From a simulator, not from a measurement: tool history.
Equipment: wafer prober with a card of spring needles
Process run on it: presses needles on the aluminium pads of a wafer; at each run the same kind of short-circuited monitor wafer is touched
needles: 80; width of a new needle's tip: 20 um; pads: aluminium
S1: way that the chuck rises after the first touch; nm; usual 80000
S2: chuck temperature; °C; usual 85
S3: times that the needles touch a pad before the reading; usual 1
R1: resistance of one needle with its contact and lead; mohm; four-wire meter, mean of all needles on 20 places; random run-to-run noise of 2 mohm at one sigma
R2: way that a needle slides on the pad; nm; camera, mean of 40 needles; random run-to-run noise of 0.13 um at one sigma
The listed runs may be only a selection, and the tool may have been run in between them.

run     day     S1   S2  S3   R1     R2
  1   0.000  80000   85   1  229   9860
      0.150  -- tips cleaned on abrasive film
      0.350  -- tips cleaned on abrasive film
      0.550  -- tips cleaned on abrasive film
      0.746  -- tips cleaned on abrasive film
      0.946  -- tips cleaned on abrasive film
      1.196  -- tips cleaned on abrasive film
      1.442  -- tips cleaned on abrasive film
      1.642  -- tips cleaned on abrasive film
      1.842  -- tips cleaned on abrasive film
      2.038  -- tips cleaned on abrasive film
      2.238  -- tips cleaned on abrasive film
      2.488  -- tips cleaned on abrasive film
  2   2.542  95000   85   1  225  11550
      2.692  -- tips cleaned on abrasive film
      2.942  -- tips cleaned on abrasive film
      3.138  -- tips cleaned on abrasive film
      3.338  -- tips cleaned on abrasive film
      3.538  -- tips cleaned on abrasive film
      3.783  -- tips cleaned on abrasive film
      4.033  -- tips cleaned on abrasive film
      4.233  -- tips cleaned on abrasive film
      4.429  -- tips cleaned on abrasive film
  3   4.483  80000   70   1  228   9600
      4.633  -- tips cleaned on abrasive film
      4.829  -- tips cleaned on abrasive film
      5.029  -- tips cleaned on abrasive film
      5.279  -- tips cleaned on abrasive film
      5.525  -- tips cleaned on abrasive film
      5.725  -- tips cleaned on abrasive film
      5.925  -- tips cleaned on abrasive film
      6.121  -- tips cleaned on abrasive film
      6.371  -- tips cleaned on abrasive film
      6.571  -- tips cleaned on abrasive film
      6.767  -- tips cleaned on abrasive film
      6.967  -- tips cleaned on abrasive film
      7.167  -- tips cleaned on abrasive film
  4   7.292  80000   43   1  240   9230
      7.396  -- tips cleaned on abrasive film
      7.592  -- tips cleaned on abrasive film
      7.792  -- tips cleaned on abrasive film
      8.042  -- tips cleaned on abrasive film
      8.288  -- tips cleaned on abrasive film
      8.488  -- tips cleaned on abrasive film
      8.688  -- tips cleaned on abrasive film
      8.883  -- tips cleaned on abrasive film
      9.133  -- tips cleaned on abrasive film
  5   9.250  80000   43   1  239   9180
      9.350  -- tips cleaned on abrasive film
      9.550  -- tips cleaned on abrasive film
      9.800  -- tips cleaned on abrasive film
      9.996  -- tips cleaned on abrasive film
     10.196  -- tips cleaned on abrasive film
     10.396  -- tips cleaned on abrasive film
     10.596  -- tips cleaned on abrasive film
  6  10.788  80000   43   1  248   9040
     10.842  -- tips cleaned on abrasive film
     11.042  -- tips cleaned on abrasive film
     11.242  -- tips cleaned on abrasive film
     11.488  -- tips cleaned on abrasive film
     11.733  -- tips cleaned on abrasive film
     11.933  -- tips cleaned on abrasive film
     12.183  -- tips cleaned on abrasive film
     12.196  -- height of the first contact set anew
     12.442  -- tips cleaned on abrasive film
     12.642  -- tips cleaned on abrasive film
     12.842  -- tips cleaned on abrasive film
     13.038  -- tips cleaned on abrasive film
     13.238  -- tips cleaned on abrasive film
     13.488  -- tips cleaned on abrasive film
     13.683  -- tips cleaned on abrasive film
     13.883  -- tips cleaned on abrasive film
  7  13.900  80000   85   1  226  10060
     14.100  -- tips cleaned on abrasive film
     14.346  -- tips cleaned on abrasive film
     14.546  -- tips cleaned on abrasive film
     14.746  -- tips cleaned on abrasive film
     14.946  -- tips cleaned on abrasive film
     15.192  -- tips cleaned on abrasive film
     15.392  -- tips cleaned on abrasive film
     15.638  -- tips cleaned on abrasive film
     15.838  -- tips cleaned on abrasive film
     16.038  -- tips cleaned on abrasive film
     16.283  -- tips cleaned on abrasive film
  8  16.304  80000   31   1  213   9820
     16.504  -- tips cleaned on abrasive film
     16.700  -- tips cleaned on abrasive film
     16.950  -- tips cleaned on abrasive film
     17.150  -- tips cleaned on abrasive film
     17.346  -- tips cleaned on abrasive film
     17.596  -- tips cleaned on abrasive film
     17.796  -- tips cleaned on abrasive film
     17.992  -- tips cleaned on abrasive film
     18.192  -- tips cleaned on abrasive film
  9  18.388  73000   27   1  259   8610
     18.438  -- tips cleaned on abrasive film
     18.688  -- tips cleaned on abrasive film
     18.883  -- tips cleaned on abrasive film
     19.133  -- tips cleaned on abrasive film
     19.333  -- tips cleaned on abrasive film
     19.533  -- tips cleaned on abrasive film
     19.729  -- tips cleaned on abrasive film
     19.929  -- tips cleaned on abrasive film
     20.129  -- tips cleaned on abrasive film
     20.329  -- tips cleaned on abrasive film
     20.575  -- tips cleaned on abrasive film
     20.775  -- tips cleaned on abrasive film
     21.021  -- tips cleaned on abrasive film
     21.221  -- tips cleaned on abrasive film
     21.471  -- tips cleaned on abrasive film
 10  21.542  88000  119   1  247  10310
     21.692  -- tips cleaned on abrasive film
     21.892  -- tips cleaned on abrasive film
     22.142  -- tips cleaned on abrasive film
     22.338  -- tips cleaned on abrasive film
     22.538  -- tips cleaned on abrasive film
     22.738  -- tips cleaned on abrasive film
     22.983  -- tips cleaned on abrasive film
     23.233  -- tips cleaned on abrasive film
     23.433  -- tips cleaned on abrasive film
     23.679  -- tips cleaned on abrasive film
     23.879  -- tips cleaned on abrasive film
     24.125  -- tips cleaned on abrasive film
     24.375  -- tips cleaned on abrasive film
     24.575  -- tips cleaned on abrasive film
     24.771  -- tips cleaned on abrasive film
     25.021  -- tips cleaned on abrasive film
     25.221  -- tips cleaned on abrasive film
 11  25.308  88000  119   1  248  10190
     25.458  -- tips cleaned on abrasive film
     25.654  -- tips cleaned on abrasive film
     25.904  -- tips cleaned on abrasive film
     26.104  -- tips cleaned on abrasive film
     26.350  -- tips cleaned on abrasive film
     26.600  -- tips cleaned on abrasive film
     26.846  -- tips cleaned on abrasive film
     27.092  -- tips cleaned on abrasive film
     27.342  -- tips cleaned on abrasive film
 12  27.388  74000   37   2  228   8430
     27.588  -- tips cleaned on abrasive film
     27.783  -- tips cleaned on abrasive film
     28.033  -- tips cleaned on abrasive film
     28.233  -- tips cleaned on abrasive film
     28.429  -- tips cleaned on abrasive film
     28.629  -- tips cleaned on abrasive film
     28.742  -- height of the first contact set anew
     28.892  -- tips cleaned on abrasive film
     29.088  -- tips cleaned on abrasive film
     29.338  -- tips cleaned on abrasive film
     29.538  -- tips cleaned on abrasive film
     29.733  -- tips cleaned on abrasive film
     29.933  -- tips cleaned on abrasive film
     30.133  -- tips cleaned on abrasive film
     30.333  -- tips cleaned on abrasive film
     30.529  -- tips cleaned on abrasive film
 13  30.629  74000   37   2  224   9170
     30.779  -- tips cleaned on abrasive film
     31.025  -- tips cleaned on abrasive film
     31.275  -- tips cleaned on abrasive film
     31.475  -- tips cleaned on abrasive film
     31.671  -- tips cleaned on abrasive film
     31.871  -- tips cleaned on abrasive film
     32.071  -- tips cleaned on abrasive film
     32.317  -- tips cleaned on abrasive film
     32.517  -- tips cleaned on abrasive film
     32.717  -- tips cleaned on abrasive film
 14  32.892  74000   37   2  239   9270
     32.946  -- tips cleaned on abrasive film
     33.196  -- tips cleaned on abrasive film
     33.392  -- tips cleaned on abrasive film
     33.592  -- tips cleaned on abrasive film
     33.792  -- tips cleaned on abrasive film
     33.992  -- tips cleaned on abrasive film
     34.188  -- tips cleaned on abrasive film
     34.388  -- tips cleaned on abrasive film
     34.638  -- tips cleaned on abrasive film
     34.883  -- tips cleaned on abrasive film
     35.083  -- tips cleaned on abrasive film
     35.283  -- tips cleaned on abrasive film
     35.529  -- tips cleaned on abrasive film
 15  35.533  67000   85   1  237   7920
     35.733  -- tips cleaned on abrasive film
     35.983  -- tips cleaned on abrasive film
     36.179  -- tips cleaned on abrasive film
     36.379  -- tips cleaned on abrasive film
     36.579  -- tips cleaned on abrasive film
     36.829  -- tips cleaned on abrasive film
     37.075  -- tips cleaned on abrasive film
     37.275  -- tips cleaned on abrasive film
     37.475  -- tips cleaned on abrasive film
     37.671  -- tips cleaned on abrasive film
     37.921  -- tips cleaned on abrasive film
     38.121  -- tips cleaned on abrasive film
     38.621  -- card fitted with new needles
     38.867  -- tips cleaned on abrasive film
 16  38.962  80000  101   2  224  10120

Each row is a separate what-if for the run after 16, all from the same tool condition, not one after another. Results?
     39.112  -- tips cleaned on abrasive film
     39.312  -- tips cleaned on abrasive film
     39.512  -- tips cleaned on abrasive film
     39.712  -- tips cleaned on abrasive film
     39.908  -- tips cleaned on abrasive film
     40.108  -- tips cleaned on abrasive film
     40.308  -- tips cleaned on abrasive film
     40.508  -- tips cleaned on abrasive film
     40.754  -- tips cleaned on abrasive film
     41.004  -- tips cleaned on abrasive film
     41.200  -- tips cleaned on abrasive film
     41.450  -- tips cleaned on abrasive film
     41.696  -- tips cleaned on abrasive film
  A  41.804  72000  121   3   ?   ?
     39.112  -- tips cleaned on abrasive film
     39.312  -- tips cleaned on abrasive film
     39.512  -- tips cleaned on abrasive film
     39.712  -- tips cleaned on abrasive film
     39.908  -- tips cleaned on abrasive film
     40.108  -- tips cleaned on abrasive film
     40.308  -- tips cleaned on abrasive film
     40.508  -- tips cleaned on abrasive film
     40.754  -- tips cleaned on abrasive film
     41.004  -- tips cleaned on abrasive film
     41.200  -- tips cleaned on abrasive film
     41.450  -- tips cleaned on abrasive film
     41.696  -- tips cleaned on abrasive film
  B  41.804  78000   88   3   ?   ?
     39.112  -- tips cleaned on abrasive film
     39.312  -- tips cleaned on abrasive film
     39.512  -- tips cleaned on abrasive film
     39.712  -- tips cleaned on abrasive film
     39.908  -- tips cleaned on abrasive film
     40.108  -- tips cleaned on abrasive film
     40.308  -- tips cleaned on abrasive film
     40.508  -- tips cleaned on abrasive film
     40.754  -- tips cleaned on abrasive film
     41.004  -- tips cleaned on abrasive film
     41.200  -- tips cleaned on abrasive film
     41.450  -- tips cleaned on abrasive film
     41.696  -- tips cleaned on abrasive film
  C  41.804  80000   34   2   ?   ?

run   R1    R2
  A  234  8970
  B  224  9660
  C  217  9970
Take away the tool's hidden state, keep each run's random variation, and the runs would have read:
run   R1     R2
  A  227   9180
  B  217   9880
  C  206  10190

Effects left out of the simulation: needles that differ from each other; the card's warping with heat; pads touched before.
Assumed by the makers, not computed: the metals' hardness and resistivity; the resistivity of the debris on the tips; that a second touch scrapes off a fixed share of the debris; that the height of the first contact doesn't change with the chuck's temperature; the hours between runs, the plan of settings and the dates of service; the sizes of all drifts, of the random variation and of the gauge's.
